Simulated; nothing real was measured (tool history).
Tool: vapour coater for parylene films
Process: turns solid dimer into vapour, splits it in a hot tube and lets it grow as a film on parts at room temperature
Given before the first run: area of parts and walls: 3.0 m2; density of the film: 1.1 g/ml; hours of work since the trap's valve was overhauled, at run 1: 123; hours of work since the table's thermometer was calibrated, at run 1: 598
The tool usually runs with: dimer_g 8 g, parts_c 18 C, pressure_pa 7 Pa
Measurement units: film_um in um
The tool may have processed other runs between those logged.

| run | hour | dimer_g | parts_c | pressure_pa | hours of work since the trap's valve was overhauled | hours of work since the table's thermometer was calibrated | film_um |
|---|---|---|---|---|---|---|---|
| 1 | 0 | 8 | 18 | 7 | 123 | 598 | 1.38 |
| 2 | 51.6 | 8 | 18 | 7 | 153 | 628 | 1.39 |
| 3 | 75.6 | 8 | 18 | 7 | 167 | 642 | 1.41 |
| 4 | 121.1 | 8 | 13 | 7 | 194 | 668 | 1.62 |
| 5 | 157.6 | 8 | 13 | 7 | 215 | 690 | 1.61 |
| 6 | 193.7 | 8 | 18 | 7 | 236 | 711 | 1.37 |
| 7 | 239.7 | 8 | 18 | 7 | 263 | 738 | 1.33 |
| 8 | 269.1 | 8 | 18 | 7 | 280 | 755 | 1.39 |
| 9 | 314.2 | 13 | 13 | 7 | 307 | 781 | 2.57 |
| 10 | 343.1 | 13 | 13 | 7 | 324 | 798 | 2.55 |
| 11 | 380.7 | 8 | 18 | 5.11 | 346 | 820 | 1.43 |
| 12 | 424.5 | 8 | 20 | 4.79 | 371 | 846 | 1.35 |
| 13 | 474.4 | 8 | 18 | 7.6 | 400 | 875 | 1.31 |
|  | 503.6 | trap's valve overhauled |
| 14 | 509.1 | 8 | 18 | 7.6 | 3 | 893 | 1.43 |
| 15 | 550.5 | 4 | 19 | 4.51 | 27 | 917 | 0.76 |
| 16 | 603.1 | 4 | 19 | 4.51 | 58 | 948 | 0.76 |

Hidden state or all else? Some run-to-run changes of film_um, split into what the settings, what came in and random variation would give without the hidden state, and what is left for the hidden state (with any gauge scatter that isn't in both results):
The tool's hidden condition here consists of: vapour lost through the trap's worn valve, %; true temperature of the parts over the reading, C; drift of the gauge itself on film_um, %.
Run 8 -> 9: dimer_g 8 -> 13, parts_c 18 -> 13. film_um +1.18 um: hidden state -0.12, all else +1.3.
